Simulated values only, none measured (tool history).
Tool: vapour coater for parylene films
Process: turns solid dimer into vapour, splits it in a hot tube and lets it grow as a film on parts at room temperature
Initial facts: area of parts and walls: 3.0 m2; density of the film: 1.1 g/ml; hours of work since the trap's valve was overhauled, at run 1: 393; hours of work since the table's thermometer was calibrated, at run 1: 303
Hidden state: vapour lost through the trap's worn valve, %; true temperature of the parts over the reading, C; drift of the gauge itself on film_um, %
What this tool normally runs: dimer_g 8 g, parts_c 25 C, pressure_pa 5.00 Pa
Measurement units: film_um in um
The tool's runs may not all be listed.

| run | hour | dimer_g | parts_c | pressure_pa | hours of work since the trap's valve was overhauled | hours of work since the table's thermometer was calibrated | film_um |
|---|---|---|---|---|---|---|---|
| 1 | 0.0 | 8 | 25 | 5.00 | 393 | 303 | 1.286 |
| 2 | 22.2 | 8 | 25 | 5.00 | 410 | 319 | 1.295 |
| 3 | 52.4 | 8 | 25 | 5.32 | 432 | 341 | 1.265 |
| 4 | 83.2 | 8 | 25 | 5.32 | 454 | 364 | 1.281 |
| 5 | 101.9 | 8 | 25 | 5.32 | 468 | 377 | 1.266 |
| 6 | 117.6 | 7 | 25 | 5.32 | 479 | 389 | 1.099 |
| 7 | 141.4 | 8 | 25 | 11.94 | 497 | 406 | 1.112 |
| 8 | 158.6 | 8 | 25 | 5.00 | 509 | 419 | 1.294 |
| 9 | 186.4 | 4 | 25 | 5.00 | 529 | 439 | 0.656 |
| 10 | 199.2 | 8 | 25 | 5.00 | 539 | 448 | 1.270 |
|  | 205.4 | trap's valve overhauled |
| 11 | 228.5 | 4 | 25 | 5.00 | 17 | 467 | 0.626 |
| 12 | 257.3 | 4 | 25 | 5.00 | 38 | 488 | 0.639 |
| 13 | 271.0 | 4 | 25 | 5.00 | 48 | 498 | 0.613 |
| 14 | 287.3 | 4 | 25 | 5.00 | 60 | 510 | 0.631 |
| 15 | 306.5 | 4 | 25 | 5.00 | 74 | 524 | 0.628 |
| 16 | 328.6 | 8 | 25 | 2.85 | 90 | 540 | 1.369 |
|  | 346.3 | trap's valve overhauled, once more |
| 17 | 346.3 | 13 | 25 | 10.11 | 0 | 550 | 1.947 |
| 18 | 368.7 | 4 | 25 | 7.19 | 16 | 566 | 0.650 |
| 19 | 384.7 | 7 | 31 | 9.89 | 28 | 578 | 0.809 |
| 20 | 404.0 | 8 | 29 | 9.86 | 42 | 592 | 1.024 |

Forecast each of these 4 alternatives for the next run:
| A | 421.4 | 8 | 26 | 6.31 | 55 | 605 | ? |
| B | 421.4 | 10 | 22 | 2.12 | 55 | 605 | ? |
| C | 421.4 | 8 | 29 | 7.14 | 55 | 605 | ? |
| D | 421.4 | 4 | 20 | 8.20 | 55 | 605 | ? |

| run | film_um |
|---|---|
| A | 1.243 |
| B | 2.268 |
| C | 1.071 |
| D | 0.783 |
Had the tool no hidden state, the same runs would have come out as:
| run | film_um |
|---|---|
| A | 1.226 |
| B | 2.237 |
| C | 1.056 |
| D | 0.772 |
